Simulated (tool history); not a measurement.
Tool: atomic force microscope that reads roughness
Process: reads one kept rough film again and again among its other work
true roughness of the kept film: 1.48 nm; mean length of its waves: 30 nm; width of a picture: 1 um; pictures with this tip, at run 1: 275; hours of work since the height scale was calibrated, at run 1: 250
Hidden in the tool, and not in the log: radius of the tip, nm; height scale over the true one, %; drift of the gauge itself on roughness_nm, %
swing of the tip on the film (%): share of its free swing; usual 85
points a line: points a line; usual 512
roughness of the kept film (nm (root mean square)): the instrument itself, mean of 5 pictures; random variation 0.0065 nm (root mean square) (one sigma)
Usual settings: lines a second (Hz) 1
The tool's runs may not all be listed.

run	hour	lines a second (Hz)	swing of the tip on the film (%)	points a line	pictures with this tip	hours of work since the height scale was calibrated	roughness of the kept film (nm (root mean square))
1	0	1	85	512	275	250	1.165
2	8.2	1	85	512	291	254	1.152
3	16.8	1	85	512	308	259	1.15
4	23.7	1	85	512	322	263	1.148
# hour 25.9: new tip fitted
5	30.7	1	68	512	9	267	1.347
6	38.6	1	85	512	25	272	1.259
7	46.3	0.97	85	512	40	276	1.255
8	52.4	0.97	85	512	52	280	1.248
9	63.2	1	85	512	73	286	1.234
10	74.9	1	85	512	95	293	1.225
11	80.2	1	85	512	106	296	1.216
12	91.7	1	85	512	128	302	1.214
13	97.9	1	85	512	140	306	1.224
14	109.8	1	85	512	164	313	1.198
# hour 111.9: height scale calibrated on a step standard
15	116.1	1	85	512	174	2	1.179
16	122.3	1	61	512	186	6	1.299
17	128.2	1.31	61	512	198	9	1.273
18	139.2	1.31	61	512	219	16	1.27
# hour 142.9: height scale calibrated on a step standard, once more
19	146.4	1.31	61	263	231	2	1.253
20	156.6	1.31	61	263	251	8	1.247
21	167	2.85	71	929	271	14	1.116
22	172.3	1	85	303	282	17	1.162
23	180.9	1.64	74	354	298	22	1.163
24	188.3	1	85	920	313	26	1.158
# hour 194.3: new tip fitted
25	195.8	1	74	512	2	30	1.335
26	201.2	0.56	85	423	13	33	1.335
27	207.9	0.81	65	751	26	37	1.376
28	217.5	1.71	73	369	45	43	1.258

Forecast run 29:
29	225.7	0.67	63	494	61	48	?

roughness of the kept film (nm (root mean square)): 1.371
Without the tool's hidden state the same run would have given roughness of the kept film (nm (root mean square)) 1.402.
